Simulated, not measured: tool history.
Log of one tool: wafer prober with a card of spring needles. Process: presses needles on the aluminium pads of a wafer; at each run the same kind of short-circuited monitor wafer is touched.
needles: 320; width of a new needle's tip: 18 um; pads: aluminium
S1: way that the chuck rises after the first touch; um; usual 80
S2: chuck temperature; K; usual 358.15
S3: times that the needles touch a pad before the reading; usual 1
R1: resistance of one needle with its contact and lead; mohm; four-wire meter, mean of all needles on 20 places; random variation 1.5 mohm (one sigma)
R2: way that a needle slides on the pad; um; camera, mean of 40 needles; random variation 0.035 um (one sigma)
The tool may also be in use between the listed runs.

Run 1, day 0: usual settings. Result: R1 149 mohm, R2 11.9 um.
At day 0.529: tips cleaned on abrasive film.
Run 2, day 0.95: usual settings. Result: R1 208 mohm, R2 11.78 um.
At day 1.112: tips cleaned on abrasive film.
At day 1.517: height of the first contact set anew.
At day 1.65: tips cleaned on abrasive film.
Run 3, day 2.108: usual settings but S3 2. Result: R1 181 mohm, R2 12.04 um.
At day 2.171: tips cleaned on abrasive film.
At day 2.788: tips cleaned on abrasive film.
Run 4, day 3.05: usual settings but S3 2. Result: R1 174 mohm, R2 12.01 um.
At day 3.35: tips cleaned on abrasive film.
Run 5, day 3.717: usual settings but S3 2. Result: R1 172 mohm, R2 11.95 um.
At day 3.862: tips cleaned on abrasive film.
At day 3.975: tips cleaned on abrasive film, once more.
At day 4.508: tips cleaned on abrasive film.
Run 6, day 4.508: usual settings but S3 2. Result: R1 149 mohm, R2 11.94 um.
At day 5.058: tips cleaned on abrasive film.
At day 5.583: tips cleaned on abrasive film.
Run 7, day 5.725: usual settings but S3 2. Result: R1 164 mohm, R2 11.87 um.
At day 6.112: tips cleaned on abrasive film.
At day 6.671: tips cleaned on abrasive film.
Run 8, day 6.754: usual settings but S3 2. Result: R1 161 mohm, R2 11.84 um.
At day 7.246: tips cleaned on abrasive film.
At day 7.792: tips cleaned on abrasive film.
Run 9, day 7.871: usual settings but S3 2. Result: R1 161 mohm, R2 11.87 um.
At day 8.308: tips cleaned on abrasive film.
At day 8.833: tips cleaned on abrasive film.
Run 10, day 9.058: usual settings but S3 2. Result: R1 175 mohm, R2 11.78 um.
At day 9.438: tips cleaned on abrasive film.
At day 9.562: height of the first contact set anew.
At day 10.008: tips cleaned on abrasive film.
Run 11, day 10.133: usual settings but S3 2. Result: R1 164 mohm, R2 12.03 um.
At day 10.562: tips cleaned on abrasive film.
Run 12, day 10.854: usual settings but S1 62 um. Result: R1 223 mohm, R2 9.29 um.
At day 11.192: tips cleaned on abrasive film.
At day 11.721: tips cleaned on abrasive film.
Run 13, day 11.721: usual settings but S1 62 um. Result: R1 156 mohm, R2 9.34 um.
At day 12.258: tips cleaned on abrasive film.
Run 14, day 12.638: usual settings but S1 97 um. Result: R1 182 mohm, R2 14.42 um.
At day 12.812: tips cleaned on abrasive film.
At day 13.375: tips cleaned on abrasive film.
Run 15, day 13.521: usual settings. Result: R1 178 mohm, R2 11.88 um.
At day 13.95: tips cleaned on abrasive film.
At day 14.483: tips cleaned on abrasive film.
Run 16, day 14.483: usual settings but S2 306.15 K, S3 2. Result: R1 142 mohm, R2 11.89 um.
At day 15.104: tips cleaned on abrasive film.
At day 15.683: tips cleaned on abrasive film.
Run 17, day 15.792: usual settings but S2 306.15 K, S3 2. Result: R1 158 mohm, R2 11.88 um.
At day 16.229: tips cleaned on abrasive film.
At day 16.75: tips cleaned on abrasive film.
Run 18, day 16.846: usual settings but S2 306.15 K, S3 2. Result: R1 150 mohm, R2 11.91 um.
At day 17.308: tips cleaned on abrasive film.
At day 17.546: height of the first contact set anew.
At day 17.85: tips cleaned on abrasive film.
Run 19, day 17.917: usual settings but S1 62 um, S2 306.15 K, S3 2. Result: R1 165 mohm, R2 9.33 um.
At day 18.375: tips cleaned on abrasive film.
Run 20, day 18.679: usual settings but S1 97 um, S2 329.15 K. Result: R1 171 mohm, R2 14.59 um.
At day 18.992: tips cleaned on abrasive film.
Run 21, day 19.246: usual settings but S1 97 um, S2 329.15 K. Result: R1 177 mohm, R2 14.56 um.
At day 19.571: tips cleaned on abrasive film.
At day 20.129: tips cleaned on abrasive film.
Run 22, day 20.5: usual settings but S1 87 um, S2 369.15 K. Result: R1 193 mohm, R2 12.97 um.
At day 20.7: tips cleaned on abrasive film.
Run 23, day 21.188: usual settings but S1 94 um, S2 349.15 K. Result: R1 187 mohm, R2 14.06 um.
At day 21.275: tips cleaned on abrasive film.
At day 21.892: tips cleaned on abrasive film.
At day 22.45: tips cleaned on abrasive film.
Run 24, day 22.521: usual settings but S1 94 um, S2 349.15 K. Result: R1 162 mohm, R2 14.02 um.
At day 22.983: tips cleaned on abrasive film.
At day 23.571: tips cleaned on abrasive film.
Run 25, day 23.829: usual settings but S1 94 um, S2 307.15 K. Result: R1 173 mohm, R2 13.93 um.
At day 24.108: tips cleaned on abrasive film.
Run 26, day 24.442: usual settings but S1 94 um, S2 307.15 K, S3 2. Result: R1 162 mohm, R2 13.94 um.
At day 24.658: tips cleaned on abrasive film.
At day 25.208: tips cleaned on abrasive film.
Run 27, day 25.233: usual settings but S1 94 um, S2 307.15 K, S3 2. Result: R1 142 mohm, R2 13.95 um.
At day 25.592: height of the first contact set anew.
At day 25.771: tips cleaned on abrasive film.
At day 26.3: tips cleaned on abrasive film.
Run 28, day 26.488: usual settings but S1 94 um, S2 299.15 K, S3 3. Result: R1 149 mohm, R2 14.1 um.
At day 26.842: tips cleaned on abrasive film.
Run 29, day 27.125: usual settings but S1 71 um, S2 361.15 K, S3 3. Result: R1 173 mohm, R2 10.62 um.
At day 27.367: tips cleaned on abrasive film.
At day 27.95: tips cleaned on abrasive film.
Run 30, day 28.083: usual settings but S1 67 um, S2 361.15 K, S3 2. Result: R1 180 mohm, R2 10.02 um.

Forecast each of these 4 alternatives for the next run:
At day 28.571: tips cleaned on abrasive film.
At day 29.104: tips cleaned on abrasive film.
Run A, day 29.325: usual settings but S1 67 um, S2 302.15 K, S3 2. Result: R1 ?, R2 ?.
At day 28.571: tips cleaned on abrasive film.
At day 29.104: tips cleaned on abrasive film.
Run B, day 29.325: usual settings but S1 67 um, S2 361.15 K, S3 2. Result: R1 ?, R2 ?.
At day 28.571: tips cleaned on abrasive film.
At day 29.104: tips cleaned on abrasive film.
Run C, day 29.325: usual settings but S1 87 um, S2 312.15 K, S3 2. Result: R1 ?, R2 ?.
At day 28.571: tips cleaned on abrasive film.
At day 29.104: tips cleaned on abrasive film.
Run D, day 29.325: usual settings but S3 2. Result: R1 ?, R2 ?.

run   R1     R2
  A  179  10.04
  B  188     10
  C  161  12.95
  D  173   11.9
Without the tool's hidden state the same runs would have given:
run   R1     R2
  A  138  10.12
  B  150  10.08
  C  135  13.04
  D  144  11.99
